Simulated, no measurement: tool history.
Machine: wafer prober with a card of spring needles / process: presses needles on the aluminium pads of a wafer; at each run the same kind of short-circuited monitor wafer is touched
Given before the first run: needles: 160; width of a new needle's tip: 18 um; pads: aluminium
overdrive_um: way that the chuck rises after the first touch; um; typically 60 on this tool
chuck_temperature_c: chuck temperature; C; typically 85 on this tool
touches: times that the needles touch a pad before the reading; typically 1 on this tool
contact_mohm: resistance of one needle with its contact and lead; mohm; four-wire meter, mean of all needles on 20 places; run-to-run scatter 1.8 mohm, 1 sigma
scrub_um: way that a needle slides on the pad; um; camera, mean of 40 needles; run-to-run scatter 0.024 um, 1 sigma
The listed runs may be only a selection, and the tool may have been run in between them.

{"run": 1, "hour": 0.0, "overdrive_um": 60, "chuck_temperature_c": 85, "touches": 1, "contact_mohm": 255, "scrub_um": 15.01}
{"hour": 8.0, "done": "tips cleaned on abrasive film"}
{"hour": 23.9, "done": "tips cleaned on abrasive film"}
{"hour": 39.8, "done": "tips cleaned on abrasive film"}
{"hour": 59.6, "done": "tips cleaned on abrasive film"}
{"hour": 79.4, "done": "tips cleaned on abrasive film"}
{"hour": 96.1, "done": "tips cleaned on abrasive film"}
{"run": 2, "hour": 96.1, "overdrive_um": 59, "chuck_temperature_c": 85, "touches": 1, "contact_mohm": 191, "scrub_um": 14.62}
{"hour": 115.9, "done": "tips cleaned on abrasive film"}
{"hour": 131.8, "done": "tips cleaned on abrasive film"}
{"hour": 147.7, "done": "tips cleaned on abrasive film"}
{"hour": 163.6, "done": "tips cleaned on abrasive film"}
{"run": 3, "hour": 178.3, "overdrive_um": 60, "chuck_temperature_c": 85, "touches": 1, "contact_mohm": 285, "scrub_um": 14.77}
{"hour": 182.3, "done": "tips cleaned on abrasive film"}
{"hour": 202.1, "done": "tips cleaned on abrasive film"}
{"hour": 221.9, "done": "tips cleaned on abrasive film"}
{"hour": 237.8, "done": "tips cleaned on abrasive film"}
{"hour": 253.7, "done": "tips cleaned on abrasive film"}
{"run": 4, "hour": 264.9, "overdrive_um": 60, "chuck_temperature_c": 85, "touches": 1, "contact_mohm": 275, "scrub_um": 14.72}
{"hour": 272.8, "done": "tips cleaned on abrasive film"}
{"hour": 292.7, "done": "tips cleaned on abrasive film"}
{"hour": 308.5, "done": "tips cleaned on abrasive film"}
{"hour": 324.4, "done": "tips cleaned on abrasive film"}
{"hour": 340.3, "done": "tips cleaned on abrasive film"}
{"hour": 360.1, "done": "tips cleaned on abrasive film"}
{"run": 5, "hour": 360.4, "overdrive_um": 60, "chuck_temperature_c": 85, "touches": 1, "contact_mohm": 202, "scrub_um": 14.63}
{"hour": 368.4, "done": "tips cleaned on abrasive film, once more"}
{"hour": 368.7, "done": "height of the first contact set anew"}
{"hour": 388.5, "done": "tips cleaned on abrasive film"}
{"run": 6, "hour": 403.4, "overdrive_um": 51, "chuck_temperature_c": 85, "touches": 1, "contact_mohm": 331, "scrub_um": 12.91}
{"hour": 407.5, "done": "tips cleaned on abrasive film"}
{"hour": 423.4, "done": "tips cleaned on abrasive film"}
{"hour": 443.2, "done": "tips cleaned on abrasive film"}
{"hour": 459.1, "done": "tips cleaned on abrasive film"}
{"hour": 474.9, "done": "tips cleaned on abrasive film"}
{"hour": 492.4, "done": "tips cleaned on abrasive film"}
{"run": 7, "hour": 492.4, "overdrive_um": 65, "chuck_temperature_c": 85, "touches": 1, "contact_mohm": 187, "scrub_um": 16.32}
{"hour": 508.3, "done": "tips cleaned on abrasive film"}
{"hour": 528.1, "done": "tips cleaned on abrasive film"}
{"hour": 544.0, "done": "tips cleaned on abrasive film"}
{"hour": 559.9, "done": "tips cleaned on abrasive film"}
{"run": 8, "hour": 570.6, "overdrive_um": 65, "chuck_temperature_c": 85, "touches": 1, "contact_mohm": 266, "scrub_um": 16.27}
{"hour": 578.6, "done": "tips cleaned on abrasive film"}
{"hour": 594.4, "done": "tips cleaned on abrasive film"}
{"hour": 614.3, "done": "tips cleaned on abrasive film"}
{"hour": 634.1, "done": "tips cleaned on abrasive film"}
{"hour": 650.0, "done": "tips cleaned on abrasive film"}
{"run": 9, "hour": 661.4, "overdrive_um": 60, "chuck_temperature_c": 33, "touches": 1, "contact_mohm": 264, "scrub_um": 14.9}
{"hour": 669.4, "done": "tips cleaned on abrasive film"}
{"hour": 685.3, "done": "tips cleaned on abrasive film"}
{"hour": 701.2, "done": "tips cleaned on abrasive film"}
{"run": 10, "hour": 704.4, "overdrive_um": 60, "chuck_temperature_c": 33, "touches": 1, "contact_mohm": 220, "scrub_um": 14.87}
{"hour": 720.3, "done": "tips cleaned on abrasive film"}
{"hour": 736.2, "done": "tips cleaned on abrasive film"}
{"hour": 756.0, "done": "tips cleaned on abrasive film"}
{"hour": 771.9, "done": "tips cleaned on abrasive film"}
{"run": 11, "hour": 773.6, "overdrive_um": 60, "chuck_temperature_c": 33, "touches": 1, "contact_mohm": 201, "scrub_um": 14.79}
{"hour": 789.4, "done": "tips cleaned on abrasive film"}
{"hour": 805.3, "done": "tips cleaned on abrasive film"}
{"hour": 821.2, "done": "tips cleaned on abrasive film"}
{"hour": 837.1, "done": "tips cleaned on abrasive film"}
{"hour": 853.0, "done": "tips cleaned on abrasive film"}
{"run": 12, "hour": 861.1, "overdrive_um": 60, "chuck_temperature_c": 85, "touches": 1, "contact_mohm": 257, "scrub_um": 14.72}
{"hour": 869.0, "done": "tips cleaned on abrasive film"}
{"hour": 884.9, "done": "tips cleaned on abrasive film"}
{"hour": 904.7, "done": "tips cleaned on abrasive film"}
{"hour": 905.0, "done": "height of the first contact set anew"}
{"hour": 920.9, "done": "tips cleaned on abrasive film"}
{"hour": 936.8, "done": "tips cleaned on abrasive film"}
{"run": 13, "hour": 939.2, "overdrive_um": 60, "chuck_temperature_c": 85, "touches": 1, "contact_mohm": 214, "scrub_um": 15.16}
{"hour": 955.0, "done": "tips cleaned on abrasive film"}
{"hour": 974.9, "done": "tips cleaned on abrasive film"}
{"hour": 994.2, "done": "tips cleaned on abrasive film"}
{"run": 14, "hour": 994.2, "overdrive_um": 60, "chuck_temperature_c": 85, "touches": 1, "contact_mohm": 189, "scrub_um": 15.1}
{"hour": 1014.0, "done": "tips cleaned on abrasive film"}
{"hour": 1033.8, "done": "tips cleaned on abrasive film"}
{"hour": 1049.7, "done": "tips cleaned on abrasive film"}
{"hour": 1065.6, "done": "tips cleaned on abrasive film"}
{"run": 15, "hour": 1068.7, "overdrive_um": 72, "chuck_temperature_c": 67, "touches": 2, "contact_mohm": 201, "scrub_um": 18.06}
{"hour": 1084.5, "done": "tips cleaned on abrasive film"}
{"hour": 1104.4, "done": "tips cleaned on abrasive film"}
{"hour": 1120.2, "done": "tips cleaned on abrasive film"}
{"hour": 1136.1, "done": "tips cleaned on abrasive film"}
{"hour": 1152.0, "done": "tips cleaned on abrasive film"}
{"run": 16, "hour": 1165.4, "overdrive_um": 73, "chuck_temperature_c": 85, "touches": 2, "contact_mohm": 231, "scrub_um": 18.26}
{"hour": 1169.4, "done": "tips cleaned on abrasive film"}
{"hour": 1185.3, "done": "tips cleaned on abrasive film"}
{"hour": 1201.2, "done": "tips cleaned on abrasive film"}
{"run": 17, "hour": 1214.6, "overdrive_um": 73, "chuck_temperature_c": 85, "touches": 2, "contact_mohm": 230, "scrub_um": 18.2}
{"hour": 1218.6, "done": "tips cleaned on abrasive film"}
{"hour": 1238.5, "done": "tips cleaned on abrasive film"}
{"hour": 1258.3, "done": "tips cleaned on abrasive film"}
{"hour": 1274.2, "done": "tips cleaned on abrasive film"}
{"run": 18, "hour": 1288.5, "overdrive_um": 73, "chuck_temperature_c": 85, "touches": 2, "contact_mohm": 230, "scrub_um": 18.11}
{"hour": 1292.5, "done": "tips cleaned on abrasive film"}
{"hour": 1308.4, "done": "tips cleaned on abrasive film"}
{"hour": 1328.2, "done": "tips cleaned on abrasive film"}
{"hour": 1344.1, "done": "tips cleaned on abrasive film"}
{"hour": 1360.0, "done": "tips cleaned on abrasive film"}
{"hour": 1375.8, "done": "tips cleaned on abrasive film"}
{"run": 19, "hour": 1386.7, "overdrive_um": 42, "chuck_temperature_c": 96, "touches": 1, "contact_mohm": 370, "scrub_um": 10.15}
{"hour": 1394.7, "done": "tips cleaned on abrasive film"}
{"hour": 1410.6, "done": "tips cleaned on abrasive film"}
{"hour": 1430.4, "done": "tips cleaned on abrasive film"}
{"hour": 1442.6, "done": "height of the first contact set anew"}
{"hour": 1450.5, "done": "tips cleaned on abrasive film"}
{"run": 20, "hour": 1450.6, "overdrive_um": 72, "chuck_temperature_c": 96, "touches": 1, "contact_mohm": 187, "scrub_um": 18.22}
{"hour": 1467.0, "done": "tips cleaned on abrasive film"}
{"hour": 1482.8, "done": "tips cleaned on abrasive film"}
{"run": 21, "hour": 1498.4, "overdrive_um": 60, "chuck_temperature_c": 71, "touches": 3, "contact_mohm": 227, "scrub_um": 15.14}
{"hour": 1502.4, "done": "tips cleaned on abrasive film"}
{"hour": 1518.3, "done": "tips cleaned on abrasive film"}
{"hour": 1534.2, "done": "tips cleaned on abrasive film"}
{"run": 22, "hour": 1544.6, "overdrive_um": 60, "chuck_temperature_c": 71, "touches": 3, "contact_mohm": 219, "scrub_um": 15.07}
{"hour": 1552.6, "done": "tips cleaned on abrasive film"}
{"hour": 1572.4, "done": "tips cleaned on abrasive film"}
{"hour": 1592.2, "done": "tips cleaned on abrasive film"}
{"hour": 1608.1, "done": "tips cleaned on abrasive film"}
{"hour": 1624.0, "done": "tips cleaned on abrasive film"}
{"run": 23, "hour": 1628.3, "overdrive_um": 60, "chuck_temperature_c": 36, "touches": 2, "contact_mohm": 205, "scrub_um": 15.0}
{"hour": 1640.2, "done": "tips cleaned on abrasive film"}
{"hour": 1656.1, "done": "tips cleaned on abrasive film"}
{"hour": 1672.0, "done": "tips cleaned on abrasive film"}
{"hour": 1687.8, "done": "tips cleaned on abrasive film"}
{"hour": 1707.7, "done": "tips cleaned on abrasive film"}
{"run": 24, "hour": 1721.9, "overdrive_um": 60, "chuck_temperature_c": 36, "touches": 2, "contact_mohm": 248, "scrub_um": 14.92}
{"hour": 1725.9, "done": "tips cleaned on abrasive film"}
{"hour": 1741.8, "done": "tips cleaned on abrasive film"}
{"hour": 1757.7, "done": "tips cleaned on abrasive film"}
{"hour": 1775.6, "done": "tips cleaned on abrasive film"}
{"run": 25, "hour": 1775.6, "overdrive_um": 46, "chuck_temperature_c": 56, "touches": 1, "contact_mohm": 201, "scrub_um": 11.3}

What if the next run were any one of these 3? Each begins from the tool's condition after run 25:
{"hour": 1791.4, "done": "tips cleaned on abrasive film"}
{"hour": 1807.3, "done": "tips cleaned on abrasive film"}
{"hour": 1823.2, "done": "tips cleaned on abrasive film"}
{"run": "A", "hour": 1828.6, "overdrive_um": 49, "chuck_temperature_c": 85, "touches": 1, "contact_mohm": "?", "scrub_um": "?"}
{"hour": 1791.4, "done": "tips cleaned on abrasive film"}
{"hour": 1807.3, "done": "tips cleaned on abrasive film"}
{"hour": 1823.2, "done": "tips cleaned on abrasive film"}
{"run": "B", "hour": 1828.6, "overdrive_um": 40, "chuck_temperature_c": 26, "touches": 2, "contact_mohm": "?", "scrub_um": "?"}
{"hour": 1791.4, "done": "tips cleaned on abrasive film"}
{"hour": 1807.3, "done": "tips cleaned on abrasive film"}
{"hour": 1823.2, "done": "tips cleaned on abrasive film"}
{"run": "C", "hour": 1828.6, "overdrive_um": 50, "chuck_temperature_c": 102, "touches": 2, "contact_mohm": "?", "scrub_um": "?"}

run=A contact_mohm=274 scrub_um=12.02
run=B contact_mohm=259 scrub_um=9.73
run=C contact_mohm=240 scrub_um=12.26
Had the tool no hidden state, the same runs would have come out as:
run=A contact_mohm=184 scrub_um=12.40
run=B contact_mohm=172 scrub_um=10.11
run=C contact_mohm=189 scrub_um=12.64
